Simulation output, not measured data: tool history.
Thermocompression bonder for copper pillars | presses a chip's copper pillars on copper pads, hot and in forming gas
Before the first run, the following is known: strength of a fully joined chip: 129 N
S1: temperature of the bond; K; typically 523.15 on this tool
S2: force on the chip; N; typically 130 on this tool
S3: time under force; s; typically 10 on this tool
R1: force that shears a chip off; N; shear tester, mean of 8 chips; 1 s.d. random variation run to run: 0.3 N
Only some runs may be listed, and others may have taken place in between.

{"run": 1, "hour": 0.0, "S1": 523.15, "S2": 130, "S3": 10, "R1": 57.9}
{"run": 2, "hour": 26.3, "S1": 523.15, "S2": 130, "S3": 6, "R1": 46.9}
{"run": 3, "hour": 44.1, "S1": 523.15, "S2": 130, "S3": 15, "R1": 66}
{"run": 4, "hour": 78.5, "S1": 523.15, "S2": 130, "S3": 25, "R1": 77}
{"run": 5, "hour": 116.7, "S1": 523.15, "S2": 130, "S3": 25, "R1": 76.8}
{"run": 6, "hour": 149.2, "S1": 523.15, "S2": 87, "S3": 10, "R1": 35.7}
{"run": 7, "hour": 167.3, "S1": 523.15, "S2": 87, "S3": 10, "R1": 36}
{"run": 8, "hour": 193.0, "S1": 523.15, "S2": 87, "S3": 25, "R1": 51.9}
{"hour": 197.2, "done": "force cell calibrated"}
{"run": 9, "hour": 211.3, "S1": 523.15, "S2": 136, "S3": 10, "R1": 59.1}
{"run": 10, "hour": 246.0, "S1": 523.15, "S2": 130, "S3": 10, "R1": 56.5}
{"run": 11, "hour": 268.5, "S1": 523.15, "S2": 130, "S3": 10, "R1": 56.3}
{"hour": 274.8, "done": "force cell calibrated, once more"}
{"run": 12, "hour": 304.8, "S1": 523.15, "S2": 130, "S3": 14, "R1": 60.6}
{"run": 13, "hour": 329.6, "S1": 523.15, "S2": 144, "S3": 10, "R1": 60.1}
{"hour": 343.6, "done": "forming gas filter changed"}
{"run": 14, "hour": 354.3, "S1": 523.15, "S2": 130, "S3": 10, "R1": 58.2}
{"run": 15, "hour": 388.0, "S1": 523.15, "S2": 130, "S3": 10, "R1": 56.9}
{"run": 16, "hour": 421.4, "S1": 523.15, "S2": 130, "S3": 10, "R1": 56.8}
{"run": 17, "hour": 443.4, "S1": 523.15, "S2": 130, "S3": 18, "R1": 70}
{"run": 18, "hour": 481.0, "S1": 533.15, "S2": 130, "S3": 26, "R1": 85}
{"run": 19, "hour": 513.9, "S1": 549.15, "S2": 100, "S3": 16, "R1": 64.5}
{"run": 20, "hour": 530.0, "S1": 507.15, "S2": 121, "S3": 18, "R1": 55.6}
{"run": 21, "hour": 562.0, "S1": 507.15, "S2": 121, "S3": 18, "R1": 55.2}
{"run": 22, "hour": 595.7, "S1": 532.15, "S2": 139, "S3": 14, "R1": 73.1}
{"run": 23, "hour": 630.1, "S1": 500.15, "S2": 178, "S3": 8, "R1": 57.1}
{"run": 24, "hour": 664.6, "S1": 514.15, "S2": 190, "S3": 6, "R1": 63}
{"run": 25, "hour": 691.2, "S1": 514.15, "S2": 190, "S3": 6, "R1": 62.6}
{"run": 26, "hour": 718.6, "S1": 514.15, "S2": 190, "S3": 6, "R1": 62.8}
{"hour": 737.3, "done": "forming gas filter changed"}
{"run": 27, "hour": 741.2, "S1": 516.15, "S2": 79, "S3": 20, "R1": 41.4}

Each row is a separate what-if for the run after 27, all from the same tool condition, not one after another. Results?
{"run": "A", "hour": 763.5, "S1": 523.15, "S2": 136, "S3": 12, "R1": "?"}
{"run": "B", "hour": 763.5, "S1": 516.15, "S2": 103, "S3": 6, "R1": "?"}
{"run": "C", "hour": 763.5, "S1": 509.15, "S2": 130, "S3": 11, "R1": "?"}
{"run": "D", "hour": 763.5, "S1": 531.15, "S2": 79, "S3": 20, "R1": "?"}
{"run": "E", "hour": 763.5, "S1": 517.15, "S2": 81, "S3": 5, "R1": "?"}

run=A R1=65.9
run=B R1=34.4
run=C R1=53.8
run=D R1=48.4
run=E R1=23.7
With the hidden condition removed and each run's random variation left untouched, the same runs would have given:
run=A R1=62
run=B R1=31.8
run=C R1=50.2
run=D R1=45.2
run=E R1=21.8
